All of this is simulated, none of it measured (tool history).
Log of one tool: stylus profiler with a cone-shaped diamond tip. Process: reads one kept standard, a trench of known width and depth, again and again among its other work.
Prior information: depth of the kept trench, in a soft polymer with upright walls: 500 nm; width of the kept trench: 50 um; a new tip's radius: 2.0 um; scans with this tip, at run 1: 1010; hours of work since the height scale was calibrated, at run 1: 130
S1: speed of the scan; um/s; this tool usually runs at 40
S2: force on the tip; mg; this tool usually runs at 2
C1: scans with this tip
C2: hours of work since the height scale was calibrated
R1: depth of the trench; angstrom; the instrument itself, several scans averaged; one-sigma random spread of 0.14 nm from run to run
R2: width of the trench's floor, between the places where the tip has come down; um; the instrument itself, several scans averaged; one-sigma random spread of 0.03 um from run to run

run	hour	S1	S2	C1	C2	R1	R2
1	0	40	2	1010	130	5043.9	46.86
2	16.4	40	2	1084	140	5039.9	46.82
3	40.3	40	2	1191	153	5041.1	46.83
4	69.4	40	2	1322	170	5042.2	46.75
5	92.6	40	2	1426	184	5041.7	46.75
6	120.4	40	2	1552	200	5041.2	46.72
7	146.1	40	2	1667	215	5044.3	46.65
8	165.3	157	2	1753	226	5045.1	46.12
9	192.3	40	1.15	1875	241	5031.5	46.53
10	211	40	0.9	1959	252	5029	46.54
11	228.6	20	2.08	2038	262	5042.7	46.65
12	262.1	70	3.29	2189	282	5057.4	46.47
13	297.2	17	0.84	2347	302	5025.7	46.51

Predict each of these 5 candidate next runs independently; none follows another, all start after run 13:
A	326.1	14	2.11	2477	319	?	?
B	326.1	40	0.92	2477	319	?	?
C	326.1	79	1.16	2477	319	?	?
D	326.1	17	3.48	2477	319	?	?
E	326.1	17	1.84	2477	319	?	?

run	R1	R2
A	5045.6	46.51
B	5029.2	46.33
C	5032.4	46.2
D	5058.9	46.56
E	5040.9	46.59
What these runs would have given with no unlogged condition in the tool:
run	R1	R2
A	5040.1	47.27
B	5023.8	47.08
C	5027	46.95
D	5053.5	47.31
E	5035.5	47.35
